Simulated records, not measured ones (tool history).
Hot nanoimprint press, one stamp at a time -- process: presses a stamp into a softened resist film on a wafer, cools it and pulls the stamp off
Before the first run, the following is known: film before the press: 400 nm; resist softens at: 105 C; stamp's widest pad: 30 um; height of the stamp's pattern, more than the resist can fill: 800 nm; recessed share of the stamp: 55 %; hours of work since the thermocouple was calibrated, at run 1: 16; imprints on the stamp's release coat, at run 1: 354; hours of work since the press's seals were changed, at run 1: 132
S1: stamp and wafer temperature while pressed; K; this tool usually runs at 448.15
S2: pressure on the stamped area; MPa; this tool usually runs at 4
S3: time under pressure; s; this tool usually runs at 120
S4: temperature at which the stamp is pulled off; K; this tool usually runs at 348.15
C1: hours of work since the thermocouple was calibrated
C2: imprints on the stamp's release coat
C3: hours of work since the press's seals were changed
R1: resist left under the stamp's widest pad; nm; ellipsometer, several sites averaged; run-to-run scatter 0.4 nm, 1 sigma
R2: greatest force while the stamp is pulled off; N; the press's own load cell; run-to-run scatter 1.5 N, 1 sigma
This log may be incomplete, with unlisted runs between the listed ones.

{"run": 1, "hour": 0.0, "S1": 448.15, "S2": 4, "S3": 120, "S4": 348.15, "C1": 16, "C2": 354, "C3": 132, "R1": 187.7, "R2": 132}
{"run": 2, "hour": 10.6, "S1": 448.15, "S2": 4, "S3": 120, "S4": 348.15, "C1": 21, "C2": 368, "C3": 136, "R1": 188, "R2": 131}
{"run": 3, "hour": 21.0, "S1": 448.15, "S2": 4, "S3": 120, "S4": 348.15, "C1": 25, "C2": 382, "C3": 140, "R1": 188.2, "R2": 130}
{"run": 4, "hour": 32.0, "S1": 448.15, "S2": 5.85, "S3": 120, "S4": 348.15, "C1": 29, "C2": 397, "C3": 145, "R1": 156, "R2": 131}
{"run": 5, "hour": 42.3, "S1": 448.15, "S2": 5.85, "S3": 120, "S4": 348.15, "C1": 34, "C2": 410, "C3": 149, "R1": 156.7, "R2": 129}
{"run": 6, "hour": 53.2, "S1": 448.15, "S2": 5.85, "S3": 120, "S4": 348.15, "C1": 38, "C2": 425, "C3": 154, "R1": 156.9, "R2": 131}
{"run": 7, "hour": 59.5, "S1": 448.15, "S2": 5.85, "S3": 120, "S4": 348.15, "C1": 41, "C2": 433, "C3": 156, "R1": 156.4, "R2": 132}
{"run": 8, "hour": 72.0, "S1": 448.15, "S2": 5.85, "S3": 120, "S4": 348.15, "C1": 46, "C2": 450, "C3": 161, "R1": 156.7, "R2": 133}
{"run": 9, "hour": 78.6, "S1": 448.15, "S2": 5.85, "S3": 120, "S4": 348.15, "C1": 49, "C2": 459, "C3": 164, "R1": 156.3, "R2": 135}
{"run": 10, "hour": 89.3, "S1": 448.15, "S2": 5.85, "S3": 120, "S4": 348.15, "C1": 53, "C2": 473, "C3": 168, "R1": 157.2, "R2": 131}
{"run": 11, "hour": 102.3, "S1": 448.15, "S2": 5.85, "S3": 120, "S4": 348.15, "C1": 58, "C2": 490, "C3": 174, "R1": 156.7, "R2": 134}
{"run": 12, "hour": 111.0, "S1": 448.15, "S2": 4, "S3": 120, "S4": 348.15, "C1": 62, "C2": 502, "C3": 177, "R1": 188.1, "R2": 132}
{"run": 13, "hour": 120.9, "S1": 448.15, "S2": 4, "S3": 120, "S4": 348.15, "C1": 66, "C2": 515, "C3": 181, "R1": 189, "R2": 133}
{"run": 14, "hour": 132.8, "S1": 448.15, "S2": 4, "S3": 120, "S4": 348.15, "C1": 71, "C2": 531, "C3": 186, "R1": 188, "R2": 134}
{"run": 15, "hour": 144.2, "S1": 448.15, "S2": 4, "S3": 63, "S4": 348.15, "C1": 75, "C2": 546, "C3": 191, "R1": 234.5, "R2": 136}
{"run": 16, "hour": 152.1, "S1": 455.15, "S2": 4, "S3": 148, "S4": 348.15, "C1": 79, "C2": 557, "C3": 194, "R1": 141, "R2": 134}
{"run": 17, "hour": 161.6, "S1": 437.15, "S2": 3.32, "S3": 120, "S4": 348.15, "C1": 82, "C2": 570, "C3": 198, "R1": 277.8, "R2": 134}
{"run": 18, "hour": 175.0, "S1": 437.15, "S2": 3.32, "S3": 120, "S4": 337.15, "C1": 88, "C2": 587, "C3": 203, "R1": 277.7, "R2": 166}
{"run": 19, "hour": 186.5, "S1": 438.15, "S2": 5.02, "S3": 120, "S4": 356.15, "C1": 93, "C2": 603, "C3": 208, "R1": 233, "R2": 117}
{"run": 20, "hour": 199.6, "S1": 447.15, "S2": 3.48, "S3": 92, "S4": 336.15, "C1": 98, "C2": 620, "C3": 213, "R1": 226.4, "R2": 169}
{"run": 21, "hour": 205.3, "S1": 448.15, "S2": 4.27, "S3": 120, "S4": 348.15, "C1": 100, "C2": 628, "C3": 216, "R1": 183.2, "R2": 136}
{"run": 22, "hour": 213.3, "S1": 448.15, "S2": 5.22, "S3": 223, "S4": 341.15, "C1": 104, "C2": 638, "C3": 219, "R1": 131.7, "R2": 154}
{"run": 23, "hour": 226.6, "S1": 448.15, "S2": 5.22, "S3": 223, "S4": 350.15, "C1": 109, "C2": 656, "C3": 224, "R1": 130.9, "R2": 132}
{"run": 24, "hour": 235.4, "S1": 456.15, "S2": 3.88, "S3": 120, "S4": 348.15, "C1": 113, "C2": 668, "C3": 228, "R1": 150.8, "R2": 137}
{"run": 25, "hour": 241.1, "S1": 448.15, "S2": 3.85, "S3": 120, "S4": 354.15, "C1": 115, "C2": 675, "C3": 230, "R1": 193.5, "R2": 123}
{"run": 26, "hour": 247.6, "S1": 460.15, "S2": 4, "S3": 120, "S4": 348.15, "C1": 118, "C2": 684, "C3": 233, "R1": 132.8, "R2": 139}
{"run": 27, "hour": 254.1, "S1": 451.15, "S2": 4, "S3": 62, "S4": 348.15, "C1": 120, "C2": 693, "C3": 236, "R1": 218.4, "R2": 138}
{"run": 28, "hour": 261.8, "S1": 451.15, "S2": 4.26, "S3": 62, "S4": 348.15, "C1": 123, "C2": 703, "C3": 239, "R1": 212.2, "R2": 136}
{"run": 29, "hour": 267.7, "S1": 451.15, "S2": 4.26, "S3": 62, "S4": 348.15, "C1": 126, "C2": 711, "C3": 241, "R1": 212.4, "R2": 135}

Some steps in R1 between neighbouring runs. How much of each would the tool show without its hidden state too (settings, what came in, random variation), and how much is left for the hidden state, with any gauge scatter that isn't in both results?
Hidden state at play: true temperature over the reading, C; pressure that arrives at the usual setting, %; grip of the stamp's worn release coat, % over a new coat's; drift of the gauge itself on residual_nm, %; drift of the gauge itself on pull_off_n, %.
Run 15 -> 16: S1 448.15 -> 455.15, S3 63 -> 148. R1 -93.5 nm: hidden state -1.2, all else -92.3.
Run 16 -> 17: S1 455.15 -> 437.15, S2 4 -> 3.32, S3 148 -> 120. R1 +136.8 nm: hidden state +1.4, all else +135.4.
Run 26 -> 27: S1 460.15 -> 451.15, S3 120 -> 62. R1 +85.6 nm: hidden state +1.6, all else +84.
